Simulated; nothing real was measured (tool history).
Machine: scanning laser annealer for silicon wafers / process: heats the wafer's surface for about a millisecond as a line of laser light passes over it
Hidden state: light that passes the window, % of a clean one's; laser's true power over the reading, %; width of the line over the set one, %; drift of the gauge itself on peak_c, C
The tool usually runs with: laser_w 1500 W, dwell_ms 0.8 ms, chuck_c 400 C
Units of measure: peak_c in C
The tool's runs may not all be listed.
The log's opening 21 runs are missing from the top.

run	hour	laser_w	dwell_ms	chuck_c	hours of work since the window was cleaned	hours of work since the power meter was calibrated	hours of work since the optics were aligned	peak_c
22	344.7	1644	0.74	396	201	629	1699	1131
23	365.8	1298	0.645	396	211	639	1709	907
# hour 383.2: optics aligned, line set to its width
24	388.6	1298	0.645	396	220	648	3	915
25	408.5	1500	0.8	437	230	658	13	1135
26	423.7	1349	0.921	422	238	666	20	1088
27	446.3	1500	0.635	403	249	677	32	1009
28	464.9	1441	0.657	403	259	687	41	992
29	474.6	1392	0.713	412	264	692	46	1006
30	495.9	1576	0.812	428	274	702	57	1168
31	506.5	1621	0.743	381	280	708	62	1106
32	522.7	1621	0.743	381	288	716	70	1110
33	546	1621	0.743	440	300	728	82	1166
34	569.4	1539	0.767	440	311	740	94	1136
35	592.8	1562	0.688	424	323	751	106	1088
36	614.1	1562	0.688	424	334	762	117	1086
37	624.8	1562	0.688	424	339	767	122	1082
38	639.6	1562	0.688	424	347	775	129	1083
39	653.3	1568	0.636	407	354	782	136	1038
40	673	1304	0.8	439	364	792	146	1020
41	691.4	1574	0.993	400	373	801	156	1223

4 options for the next run, each taken on its own from the tool as it stands now. Forecast them:
A	708.5	1568	0.611	378	382	810	164	?
B	708.5	1502	0.8	400	382	810	164	?
C	708.5	1500	0.724	400	382	810	164	?
D	708.5	1410	0.608	400	382	810	164	?

run	peak_c
A	993
B	1088
C	1049
D	944
With no hidden state in the tool, these same runs would have given:
run	peak_c
A	1019
B	1118
C	1077
D	967

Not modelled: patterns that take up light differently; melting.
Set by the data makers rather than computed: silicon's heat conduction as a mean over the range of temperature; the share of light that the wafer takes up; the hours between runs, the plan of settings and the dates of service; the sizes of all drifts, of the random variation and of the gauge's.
